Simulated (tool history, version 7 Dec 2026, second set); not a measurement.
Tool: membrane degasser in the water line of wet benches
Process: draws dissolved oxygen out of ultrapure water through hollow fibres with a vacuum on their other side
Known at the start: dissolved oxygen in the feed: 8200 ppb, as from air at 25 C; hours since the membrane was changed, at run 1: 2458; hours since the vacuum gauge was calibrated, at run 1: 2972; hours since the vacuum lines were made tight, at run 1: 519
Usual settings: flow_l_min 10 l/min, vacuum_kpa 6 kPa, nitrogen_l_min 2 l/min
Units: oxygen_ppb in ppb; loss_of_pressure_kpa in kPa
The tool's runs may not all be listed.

| run | day | flow_l_min | vacuum_kpa | nitrogen_l_min | hours since the membrane was changed | hours since the vacuum gauge was calibrated | hours since the vacuum lines were made tight | oxygen_ppb | loss_of_pressure_kpa |
|---|---|---|---|---|---|---|---|---|---|
| 1 | 0 | 10 | 6 | 2 | 2458 | 2972 | 519 | 46.1 | 64.89 |
| 2 | 4.742 | 10 | 6 | 2 | 2572 | 3086 | 633 | 44.8 | 65.22 |
|  | 5.838 | vacuum gauge calibrated |
| 3 | 7.675 | 10 | 6 | 2 | 2642 | 44 | 702 | 44.6 | 64.26 |
| 4 | 12.058 | 10 | 6 | 2 | 2747 | 149 | 808 | 44.9 | 65.15 |
| 5 | 15.067 | 7 | 6 | 2 | 2820 | 222 | 880 | 26.2 | 45.83 |
| 6 | 18.008 | 7 | 6 | 2 | 2890 | 292 | 950 | 26.3 | 45.58 |
| 7 | 22.646 | 7 | 6 | 2 | 3002 | 403 | 1062 | 26.4 | 46.14 |
| 8 | 27.333 | 7 | 6 | 2 | 3114 | 516 | 1174 | 26.2 | 45.97 |
| 9 | 31.238 | 7 | 6 | 2 | 3208 | 610 | 1268 | 26 | 46.01 |
| 10 | 35.167 | 7 | 6 | 2 | 3302 | 704 | 1362 | 26.5 | 46.23 |
| 11 | 37.492 | 10 | 6 | 2 | 3358 | 760 | 1418 | 45.4 | 65.86 |
| 12 | 41.296 | 10 | 6 | 2 | 3449 | 851 | 1509 | 44.4 | 66.07 |
| 13 | 45.688 | 10 | 6 | 2 | 3554 | 956 | 1615 | 45.1 | 65.92 |
| 14 | 48.642 | 10 | 6 | 5.37 | 3625 | 1027 | 1686 | 23.8 | 66.5 |
| 15 | 53.833 | 10 | 6 | 5.37 | 3750 | 1152 | 1810 | 23.9 | 66.07 |
| 16 | 56.071 | 10 | 6 | 5.37 | 3804 | 1206 | 1864 | 24.4 | 66.13 |
| 17 | 59.817 | 10 | 6 | 4.85 | 3894 | 1295 | 1954 | 25.4 | 65.99 |
| 18 | 64.508 | 10 | 6.7 | 5.7 | 4006 | 1408 | 2066 | 25.7 | 66.36 |
| 19 | 69.317 | 12 | 6 | 1.32 | 4122 | 1524 | 2182 | 82.2 | 79.72 |
| 20 | 73.408 | 12 | 6 | 1.32 | 4220 | 1622 | 2280 | 84.2 | 79.69 |
| 21 | 78.983 | 12 | 6.59 | 1.32 | 4354 | 1755 | 2414 | 95.7 | 80.25 |
| 22 | 83.1 | 12 | 6.59 | 1.32 | 4452 | 1854 | 2513 | 96.2 | 79.76 |
|  | 85.342 | gauge calibrated |
| 23 | 88.238 | 12 | 6.59 | 1.13 | 4576 | 1978 | 2636 | 107.6 | 78.37 |
| 24 | 91.408 | 10 | 6 | 2 | 4652 | 2054 | 2712 | 44.5 | 65.03 |

Forecast run 25:
| 25 | 95.379 | 12 | 6 | 2.68 | 4747 | 2149 | 2807 | ? | ? |

oxygen_ppb: 53.1 ppb
loss_of_pressure_kpa: 77.93 kPa
Without the tool's hidden state the same run would have given oxygen_ppb 53 ppb, loss_of_pressure_kpa 77.64 kPa.

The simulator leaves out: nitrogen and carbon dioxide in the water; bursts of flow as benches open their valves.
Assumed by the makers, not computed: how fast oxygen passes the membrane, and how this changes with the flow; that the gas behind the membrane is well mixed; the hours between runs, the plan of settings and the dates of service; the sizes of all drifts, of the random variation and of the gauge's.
